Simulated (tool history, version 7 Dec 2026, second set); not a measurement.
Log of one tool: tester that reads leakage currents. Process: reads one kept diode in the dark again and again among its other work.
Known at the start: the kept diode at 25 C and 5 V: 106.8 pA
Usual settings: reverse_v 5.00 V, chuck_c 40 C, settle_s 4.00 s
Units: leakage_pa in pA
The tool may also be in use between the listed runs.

{"run": 1, "hour": 0.0, "reverse_v": 5.0, "chuck_c": 40, "settle_s": 4.0, "leakage_pa": 358.48}
{"run": 2, "hour": 204.0, "reverse_v": 5.0, "chuck_c": 40, "settle_s": 4.0, "leakage_pa": 355.27}
{"hour": 236.4, "done": "chuck's temperature calibrated"}
{"run": 3, "hour": 325.8, "reverse_v": 5.0, "chuck_c": 40, "settle_s": 4.0, "leakage_pa": 341.16}
{"run": 4, "hour": 505.6, "reverse_v": 5.0, "chuck_c": 40, "settle_s": 4.0, "leakage_pa": 336.68}
{"run": 5, "hour": 623.4, "reverse_v": 5.0, "chuck_c": 40, "settle_s": 4.0, "leakage_pa": 332.65}
{"run": 6, "hour": 832.7, "reverse_v": 5.0, "chuck_c": 40, "settle_s": 4.0, "leakage_pa": 327.36}
{"hour": 974.7, "done": "chuck's temperature calibrated, once more"}
{"run": 7, "hour": 1048.6, "reverse_v": 5.0, "chuck_c": 40, "settle_s": 1.09, "leakage_pa": 395.2}
{"run": 8, "hour": 1240.9, "reverse_v": 5.0, "chuck_c": 40, "settle_s": 1.09, "leakage_pa": 390.32}
{"run": 9, "hour": 1373.6, "reverse_v": 5.0, "chuck_c": 40, "settle_s": 1.09, "leakage_pa": 385.39}
{"hour": 1415.0, "done": "probe card cleaned and baked"}
{"run": 10, "hour": 1566.7, "reverse_v": 5.0, "chuck_c": 40, "settle_s": 0.4, "leakage_pa": 379.68}
{"run": 11, "hour": 1784.1, "reverse_v": 5.0, "chuck_c": 40, "settle_s": 0.4, "leakage_pa": 372.83}
{"run": 12, "hour": 2036.1, "reverse_v": 5.0, "chuck_c": 21, "settle_s": 4.0, "leakage_pa": 66.85}
{"run": 13, "hour": 2291.0, "reverse_v": 5.0, "chuck_c": 21, "settle_s": 4.0, "leakage_pa": 65.48}
{"run": 14, "hour": 2486.8, "reverse_v": 2.51, "chuck_c": 31, "settle_s": 0.68, "leakage_pa": 119.68}
{"hour": 2591.5, "done": "chuck's temperature calibrated"}
{"run": 15, "hour": 2713.4, "reverse_v": 3.93, "chuck_c": 25, "settle_s": 4.0, "leakage_pa": 95.09}
{"run": 16, "hour": 2986.1, "reverse_v": 3.44, "chuck_c": 38, "settle_s": 9.05, "leakage_pa": 276.8}
{"hour": 3177.1, "done": "tester calibrated"}
{"run": 17, "hour": 3256.4, "reverse_v": 6.04, "chuck_c": 23, "settle_s": 9.05, "leakage_pa": 91.92}
{"run": 18, "hour": 3525.8, "reverse_v": 6.04, "chuck_c": 23, "settle_s": 9.05, "leakage_pa": 89.97}
{"run": 19, "hour": 3741.4, "reverse_v": 10.28, "chuck_c": 56, "settle_s": 8.75, "leakage_pa": 1764.25}
{"run": 20, "hour": 3854.4, "reverse_v": 4.04, "chuck_c": 34, "settle_s": 7.15, "leakage_pa": 197.36}
{"run": 21, "hour": 4068.6, "reverse_v": 2.7, "chuck_c": 34, "settle_s": 3.86, "leakage_pa": 162.87}

4 ways to go on from here, each from the tool as it stands after run 21. What would each give?
{"hour": 4216.0, "done": "chuck's temperature calibrated"}
{"run": "A", "hour": 4241.2, "reverse_v": 13.08, "chuck_c": 31, "settle_s": 1.37, "leakage_pa": "?"}
{"hour": 4216.0, "done": "chuck's temperature calibrated"}
{"run": "B", "hour": 4241.2, "reverse_v": 3.29, "chuck_c": 40, "settle_s": 4.0, "leakage_pa": "?"}
{"hour": 4216.0, "done": "chuck's temperature calibrated"}
{"run": "C", "hour": 4241.2, "reverse_v": 8.13, "chuck_c": 27, "settle_s": 1.87, "leakage_pa": "?"}
{"hour": 4216.0, "done": "chuck's temperature calibrated"}
{"run": "D", "hour": 4241.2, "reverse_v": 16.11, "chuck_c": 23, "settle_s": 7.69, "leakage_pa": "?"}

run=A leakage_pa=282.15
run=B leakage_pa=333.25
run=C leakage_pa=161.10
run=D leakage_pa=152.57
Without the tool's hidden state the same runs would have given:
run=A leakage_pa=277.85
run=B leakage_pa=333.56
run=C leakage_pa=158.38
run=D leakage_pa=146.21
